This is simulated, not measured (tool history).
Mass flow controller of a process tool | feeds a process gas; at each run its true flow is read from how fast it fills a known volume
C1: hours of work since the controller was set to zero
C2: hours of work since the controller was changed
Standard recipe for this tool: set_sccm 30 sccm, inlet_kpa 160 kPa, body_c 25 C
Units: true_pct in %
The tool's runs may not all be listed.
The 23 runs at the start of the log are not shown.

Run 24, hour 4981.8: usual settings; C1 712; C2 9001. Result: true_pct 96.31 %.
Run 25, hour 5215.8: usual settings but set_sccm 6 sccm, inlet_kpa 212 kPa, body_c 28 C; C1 874; C2 9163. Result: true_pct 94.63 %.
Run 26, hour 5438.5: usual settings but set_sccm 5 sccm, inlet_kpa 169 kPa, body_c 36 C; C1 1029; C2 9318. Result: true_pct 92.88 %.
Run 27, hour 5758.1: usual settings but set_sccm 5 sccm, inlet_kpa 194 kPa, body_c 36 C; C1 1250; C2 9539. Result: true_pct 92.66 %.
Run 28, hour 5916.5: usual settings but inlet_kpa 210 kPa; C1 1360; C2 9649. Result: true_pct 96.33 %.
Run 29, hour 6195.1: usual settings but set_sccm 7 sccm, inlet_kpa 217 kPa, body_c 24 C; C1 1553; C2 9842. Result: true_pct 94.20 %.
Run 30, hour 6476.4: usual settings but set_sccm 10 sccm, inlet_kpa 277 kPa, body_c 29 C; C1 1749; C2 10037. Result: true_pct 94.58 %.
Run 31, hour 6757.9: usual settings but set_sccm 33 sccm, inlet_kpa 199 kPa, body_c 30 C; C1 1944; C2 10233. Result: true_pct 95.54 %.
Run 32, hour 6952.0: usual settings but set_sccm 36 sccm, inlet_kpa 146 kPa, body_c 27 C; C1 2078; C2 10367. Result: true_pct 95.36 %.
Run 33, hour 7274.8: usual settings but set_sccm 36 sccm, inlet_kpa 161 kPa, body_c 32 C; C1 2302; C2 10591. Result: true_pct 94.96 %.
Run 34, hour 7514.4: usual settings but set_sccm 21 sccm, inlet_kpa 177 kPa, body_c 34 C; C1 2469; C2 10757. Result: true_pct 94.12 %.
Run 35, hour 7770.6: usual settings but set_sccm 21 sccm, inlet_kpa 158 kPa, body_c 34 C; C1 2646; C2 10935. Result: true_pct 93.82 %.
Run 36, hour 8055.7: usual settings but set_sccm 32 sccm, inlet_kpa 181 kPa, body_c 26 C; C1 2844; C2 11133. Result: true_pct 95.15 %.
Run 37, hour 8188.3: usual settings but set_sccm 32 sccm, inlet_kpa 174 kPa, body_c 26 C; C1 2936; C2 11225. Result: true_pct 95.10 %.
Run 38, hour 8374.4: usual settings but set_sccm 23 sccm, inlet_kpa 207 kPa, body_c 26 C; C1 3065; C2 11354. Result: true_pct 94.65 %.
At hour 8606.6: controller exchanged for a calibrated one.
Run 39, hour 8663.8: usual settings but inlet_kpa 272 kPa, body_c 28 C; C1 40; C2 40. Result: true_pct 100.08 %.
Run 40, hour 8889.5: usual settings but inlet_kpa 272 kPa, body_c 28 C; C1 196; C2 196. Result: true_pct 100.09 %.

For run 41, what comes out?
Run 41, hour 9083.7: usual settings but inlet_kpa 223 kPa, body_c 22 C; C1 331; C2 331. Result: true_pct ?.

Run 41 came out at true_pct 100.12 %.
The same run, on a tool lacking any hidden state, would have yielded true_pct 100.05 %.

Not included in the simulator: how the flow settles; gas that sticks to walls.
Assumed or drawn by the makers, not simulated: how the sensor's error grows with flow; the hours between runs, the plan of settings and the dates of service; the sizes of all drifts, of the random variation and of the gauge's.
